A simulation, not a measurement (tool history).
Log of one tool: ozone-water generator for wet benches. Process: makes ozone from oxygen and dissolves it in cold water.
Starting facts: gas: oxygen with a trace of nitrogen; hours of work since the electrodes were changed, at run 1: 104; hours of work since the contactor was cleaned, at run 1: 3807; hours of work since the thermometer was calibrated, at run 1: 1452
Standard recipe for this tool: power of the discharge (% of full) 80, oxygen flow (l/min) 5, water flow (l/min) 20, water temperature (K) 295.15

run	hour	power of the discharge (% of full)	oxygen flow (l/min)	water flow (l/min)	water temperature (K)	hours of work since the electrodes were changed	hours of work since the contactor was cleaned	hours of work since the thermometer was calibrated	dissolved ozone (ppm)	ozone in the gas ahead of the water (g/m3)
1	0	80	5	20	295.15	104	3807	1452	20.5	233.9
2	35.9	80	5	20	295.15	136	3839	1483	20.2	232.2
3	60.6	80	2.68	20	295.15	158	3861	1505	19.2	323.1
4	92.2	80	2.68	20	295.15	185	3889	1533	19.6	322.5
5	113.4	80	2.68	20	295.15	204	3908	1552	19.3	320.8
6	128.3	80	2.68	20	295.15	217	3921	1565	19.4	323.2
7	163.4	80	2.68	20	295.15	248	3952	1596	19.4	317.6
8	197.4	80	2.68	20	295.15	278	3982	1626	19.2	320.9
9	216.2	80	5	20	295.15	295	3999	1643	20.2	229.7
10	246.6	80	5	20	297.15	322	4026	1670	19.6	229.9
11	273.8	80	5	20	297.15	346	4050	1694	19.6	232.3
12	300.3	80	5	20	297.15	370	4073	1717	19.5	231.3
13	336.5	69	5	20	295.15	402	4105	1749	18.3	209.5
14	367.6	80	4.55	20	295.15	429	4133	1777	20.2	243.3
15	390.3	98	5	20	295.15	449	4153	1797	22.7	261.8
16	424.8	80	5	20	295.15	480	4183	1827	20.1	229.9
17	450.3	80	5	20	295.15	502	4206	1850	20	228.5
18	484.4	80	5	18	295.15	532	4236	1880	21.9	231.4
19	518.3	80	5	18	295.15	562	4266	1910	22	229.5
# hour 521.8: water thermometer calibrated
20	543.1	48	5	20	295.15	584	4287	19	14.8	167.3
21	566	48	5	20	295.15	604	4308	39	14.8	170
22	600.7	80	3.48	16	295.15	635	4338	70	24.3	280
23	618.7	70	2.91	14	288.15	651	4354	86	27.2	282
# hour 627.9: water thermometer calibrated, once more
24	634.4	80	5	24	291.15	664	4368	6	17.7	229.8
25	666.8	58	5	18	291.15	693	4396	34	19.4	189.2
26	683.9	80	5.4	20	295.15	708	4412	50	20	218.7
27	718.2	80	5.4	20	295.15	738	4442	80	19.8	219.6
28	742.1	74	2.66	16	293.15	759	4463	101	23.1	305.1
29	759	44	3.35	26	296.15	774	4478	116	10.3	197.3
30	791.5	96	5.7	28	290.15	803	4507	145	17.4	240.5
31	823.9	96	5.7	28	290.15	832	4535	173	17.3	238.1
32	853.3	96	7.26	13	290.15	858	4561	199	32.8	208.1

Describe how what the log doesn't record of the tool's condition differs between the last listed run preceding each entry between runs and the first listed run following it.
Runs 19 to 20: water thermometer calibrated (hour 521.8)
  true water temperature over the reading, C: 0.02 -> 0.03
  the result without the hidden state subtracted from the measured one, dissolved ozone (ppm): -1 -> -0.6; ozone in the gas ahead of the water (g/m3): -1.4 -> -0.8
Runs 23 to 24: water thermometer calibrated, once more (hour 627.9)
  true water temperature over the reading, C: 0.04 -> -0.01
  the result without the hidden state subtracted from the measured one, dissolved ozone (ppm): -1.1 -> -0.9; ozone in the gas ahead of the water (g/m3): -2 -> -1.7
